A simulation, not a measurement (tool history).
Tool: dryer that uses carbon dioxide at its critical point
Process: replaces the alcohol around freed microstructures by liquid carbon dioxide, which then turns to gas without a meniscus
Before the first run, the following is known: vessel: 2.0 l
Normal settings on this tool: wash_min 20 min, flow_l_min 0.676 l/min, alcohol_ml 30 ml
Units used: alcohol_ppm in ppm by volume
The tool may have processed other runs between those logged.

{"run": 1, "hour": 0.0, "wash_min": 20, "flow_l_min": 0.676, "alcohol_ml": 30, "alcohol_ppm": 133}
{"run": 2, "hour": 9.3, "wash_min": 20, "flow_l_min": 0.676, "alcohol_ml": 30, "alcohol_ppm": 129}
{"run": 3, "hour": 17.0, "wash_min": 20, "flow_l_min": 0.676, "alcohol_ml": 42, "alcohol_ppm": 162}
{"run": 4, "hour": 25.2, "wash_min": 20, "flow_l_min": 0.676, "alcohol_ml": 30, "alcohol_ppm": 131}
{"run": 5, "hour": 32.0, "wash_min": 20, "flow_l_min": 0.676, "alcohol_ml": 30, "alcohol_ppm": 119}
{"run": 6, "hour": 40.7, "wash_min": 16, "flow_l_min": 0.664, "alcohol_ml": 39, "alcohol_ppm": 377}
{"run": 7, "hour": 48.4, "wash_min": 16, "flow_l_min": 0.664, "alcohol_ml": 39, "alcohol_ppm": 400}

Forecast run 8:
{"run": 8, "hour": 58.7, "wash_min": 16, "flow_l_min": 0.911, "alcohol_ml": 61, "alcohol_ppm": "?"}

alcohol_ppm: 163 ppm by volume
Were there no unlogged condition in the tool, this run, its random variation unchanged, would have produced alcohol_ppm 122 ppm by volume.
